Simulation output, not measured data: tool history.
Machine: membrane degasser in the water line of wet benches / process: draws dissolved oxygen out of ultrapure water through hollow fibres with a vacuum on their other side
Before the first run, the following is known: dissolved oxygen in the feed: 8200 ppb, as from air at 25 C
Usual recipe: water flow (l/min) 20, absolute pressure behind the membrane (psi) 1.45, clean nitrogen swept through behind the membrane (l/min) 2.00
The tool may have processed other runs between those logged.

run    hour  water flow (l/min)  absolute pressure behind the membrane (psi)  clean nitrogen swept through behind the membrane (l/min)  dissolved oxygen in the water behind the degasser (ppb)  pressure that the water loses in the fibres (psi)
  1     0.0                  20                                         1.45                                                      2.00                                                    159.1                                              3.629
  2   176.0                  20                                         1.02                                                      2.00                                                     90.9                                              3.659
      270.8  -- vacuum gauge calibrated
  3   329.2                  20                                         1.02                                                      2.00                                                     90.6                                              3.659
  4   507.6                  20                                         1.45                                                      1.19                                                    255.4                                              3.658
  5   645.1                  20                                         1.45                                                      2.00                                                    160.8                                              3.646
  6   857.3                  20                                         1.45                                                      2.00                                                    161.0                                              3.609
  7   974.9                  20                                         1.45                                                      2.00                                                    160.4                                              3.642
  8  1121.8                  20                                         1.45                                                      2.00                                                    160.7                                              3.603
  9  1279.8                  20                                         1.45                                                      2.00                                                    160.4                                              3.627
 10  1394.4                  20                                         1.45                                                      2.00                                                    159.6                                              3.597
 11  1570.8                  20                                         0.90                                                      2.00                                                     72.0                                              3.667
 12  1700.4                  20                                         1.71                                                      2.00                                                    202.0                                              3.633
 13  1865.4                  20                                         1.19                                                      2.00                                                    119.7                                              3.639
 14  2066.2                  20                                         1.19                                                      2.00                                                    118.7                                              3.653
 15  2254.0                  20                                         1.45                                                      2.74                                                    121.1                                              3.613
 16  2386.0                  20                                         1.45                                                      1.99                                                    162.2                                              3.642
 17  2514.9                  20                                         1.45                                                      1.99                                                    163.0                                              3.623
 18  2727.4                  17                                         1.83                                                      1.99                                                    191.6                                              3.095
 19  2926.5                  20                                         1.45                                                      4.19                                                     81.3                                              3.639
 20  3101.7                  25                                         1.29                                                      3.32                                                    106.9                                              4.509
 21  3293.6                  25                                         1.29                                                      3.32                                                    106.6                                              4.545
 22  3389.1                  24                                         1.00                                                      2.24                                                     97.7                                              4.402
 23  3585.6                  24                                         1.00                                                      2.24                                                     97.5                                              4.377
 24  3777.2                  21                                         1.00                                                      0.84                                                    201.4                                              3.804
     3900.9  -- seals of the vacuum lines changed
 25  3936.9                  21                                         2.68                                                      0.84                                                    777.3                                              3.829
 26  4073.0                  24                                         1.38                                                      1.84                                                    192.7                                              4.350
 27  4281.5                  18                                         1.38                                                      2.96                                                     94.2                                              3.249
 28  4485.1                  18                                         1.38                                                      2.96                                                     94.5                                              3.292
 29  4675.9                  21                                         1.97                                                      3.62                                                    148.7                                              3.788
 30  4831.8                  21                                         1.97                                                      3.62                                                    149.6                                              3.785
 31  5022.2                  15                                         1.45                                                      3.53                                                     71.8                                              2.754
 32  5111.7                  15                                         1.45                                                      3.53                                                     72.2                                              2.693
     5291.2  -- vacuum gauge calibrated
 33  5292.3                  15                                         1.45                                                      3.53                                                     72.5                                              2.695

Some steps in dissolved oxygen in the water behind the degasser (ppb), run to run, broken into two amounts with sign: the step expected even without the hidden condition (settings, incoming material, random variation), and the rest, left for the hidden condition together with whatever gauge scatter is not in both the measured and the hidden-condition-free result:
Unlogged tool condition in this case: membrane still open, %; true pressure behind the membrane over the reading, kPa; air that leaks in behind the membrane, l/min; drift of the gauge itself on oxygen_ppb, %; drift of the gauge itself on loss_of_pressure_kpa, %.
Run 3 -> 4: absolute pressure behind the membrane (psi) 1.02 -> 1.45, clean nitrogen swept through behind the membrane (l/min) 2.00 -> 1.19. dissolved oxygen in the water behind the degasser (ppb) +164.8: hidden state +0.3, all else +164.5.
Run 23 -> 24: water flow (l/min) 24 -> 21, clean nitrogen swept through behind the membrane (l/min) 2.24 -> 0.84. dissolved oxygen in the water behind the degasser (ppb) +103.9: hidden state +1.6, all else +102.3.
Run 24 -> 25: absolute pressure behind the membrane (psi) 1.00 -> 2.68, seals of the vacuum lines changed. dissolved oxygen in the water behind the degasser (ppb) +575.9: hidden state +8.4, all else +567.5.
Run 25 -> 26: water flow (l/min) 21 -> 24, absolute pressure behind the membrane (psi) 2.68 -> 1.38, clean nitrogen swept through behind the membrane (l/min) 0.84 -> 1.84. dissolved oxygen in the water behind the degasser (ppb) -584.6: hidden state -8.4, all else -576.2.

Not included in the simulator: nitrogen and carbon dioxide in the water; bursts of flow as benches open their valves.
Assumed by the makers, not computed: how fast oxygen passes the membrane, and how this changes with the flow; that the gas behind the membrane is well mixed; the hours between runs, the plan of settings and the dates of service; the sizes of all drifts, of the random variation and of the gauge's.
